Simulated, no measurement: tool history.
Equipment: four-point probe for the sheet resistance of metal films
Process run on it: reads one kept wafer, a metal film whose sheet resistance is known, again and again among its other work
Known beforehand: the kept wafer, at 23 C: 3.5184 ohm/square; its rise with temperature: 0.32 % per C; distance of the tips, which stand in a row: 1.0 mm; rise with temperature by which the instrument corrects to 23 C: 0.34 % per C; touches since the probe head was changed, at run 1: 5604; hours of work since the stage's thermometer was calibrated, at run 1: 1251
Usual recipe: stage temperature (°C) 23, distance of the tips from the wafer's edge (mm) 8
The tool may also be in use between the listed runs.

run  hour  stage temperature (°C)  distance of the tips from the wafer's edge (mm)  touches since the probe head was changed  hours of work since the stage's thermometer was calibrated  sheet resistance as the instrument gives it (ohm/square)
  1     0                      23                                                8                                      5604                                                        1251                                                   3.54291
  2  11.4                      23                                                8                                      5806                                                        1256                                                  3.542431
  3  23.2                      23                                                3                                      6018                                                        1261                                                  3.711141
  4  33.7                      23                                                3                                      6204                                                        1266                                                  3.710882
  5  48.9                      23                                                3                                      6476                                                        1272                                                  3.711034
  6  61.3                      26                                               46                                      6697                                                        1278                                                  3.512825
  7  67.8                      26                                               46                                      6813                                                        1280                                                  3.512564
  8  76.2                      26                                               46                                      6963                                                        1284                                                  3.512726
  9  87.4                      22                                               14                                      7163                                                        1289                                                  3.523802
 10  97.3                      24                                                9                                      7339                                                        1293                                                  3.536097

5 ways to go on from here, each from the tool as it stands after run 10. What would each give?
  A  112.7                      24                                                5                                      7613                                                        1300                                                         ?
  B  112.7                      25                                                5                                      7613                                                        1300                                                         ?
  C  112.7                      19                                               16                                      7613                                                        1300                                                         ?
  D  112.7                      19                                               66                                      7613                                                        1300                                                         ?
  E  112.7                      24                                                9                                      7613                                                        1300                                                         ?

run  sheet resistance as the instrument gives it (ohm/square)
  A                                                  3.586669
  B                                                  3.586026
  C                                                  3.524399
  D                                                  3.516445
  E                                                  3.536165
What these runs would have given with no unlogged condition in the tool:
run  sheet resistance as the instrument gives it (ohm/square)
  A                                                  3.591976
  B                                                   3.59134
  C                                                  3.529582
  D                                                  3.521618
  E                                                  3.541406
